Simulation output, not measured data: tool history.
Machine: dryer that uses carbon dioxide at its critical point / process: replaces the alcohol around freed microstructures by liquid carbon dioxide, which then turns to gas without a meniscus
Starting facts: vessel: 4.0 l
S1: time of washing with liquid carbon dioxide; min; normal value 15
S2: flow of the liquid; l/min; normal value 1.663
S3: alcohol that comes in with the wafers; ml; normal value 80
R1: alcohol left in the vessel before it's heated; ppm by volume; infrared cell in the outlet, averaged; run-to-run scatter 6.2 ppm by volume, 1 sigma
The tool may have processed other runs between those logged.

run     day  S1     S2   S3   R1
  1       0  15  1.663   80  347
  2   0.571  15  1.663   80  349
  3   0.962  11  1.663   80  977
  4   1.608  11  1.663   80  955
  5    1.95  15  1.663   80  345
      2.188  -- inlet filter changed
  6   2.525  21  1.663   80   78
  7   2.917  21  1.663   80   81
  8   3.329  21  1.663   80   92
  9     3.9  21  1.663   80   91
 10   4.258  21  1.663   80   97
 11     4.9  21  1.663   80   92
 12   5.408   9   2.81   64  245
 13   5.767   9   2.81   64  248
 14   6.383   9   2.81   64  240
 15    6.85  15   2.46   80   84
 16   7.525   9   2.46   80  460
 17    7.85  21    1.4   90  174
 18   8.138  21   1.19   56  218
 19   8.825  21   1.19   56  236
 20   9.329  15   1.46   67  422
 21    9.85  19   2.74  104   66
 22  10.167  19      1  104  964

Predict each of these 4 candidate next runs independently; none follows another, all start after run 22:
  A  10.604  15   2.6   80   ?
  B  10.604  12  1.61   44   ?
  C  10.604  15  1.88   59   ?
  D  10.604  19  1.68  104   ?

run   R1
  A   72
  B  438
  C  162
  D  162
Without the tool's hidden state the same runs would have given:
run   R1
  A   18
  B  365
  C  102
  D  102

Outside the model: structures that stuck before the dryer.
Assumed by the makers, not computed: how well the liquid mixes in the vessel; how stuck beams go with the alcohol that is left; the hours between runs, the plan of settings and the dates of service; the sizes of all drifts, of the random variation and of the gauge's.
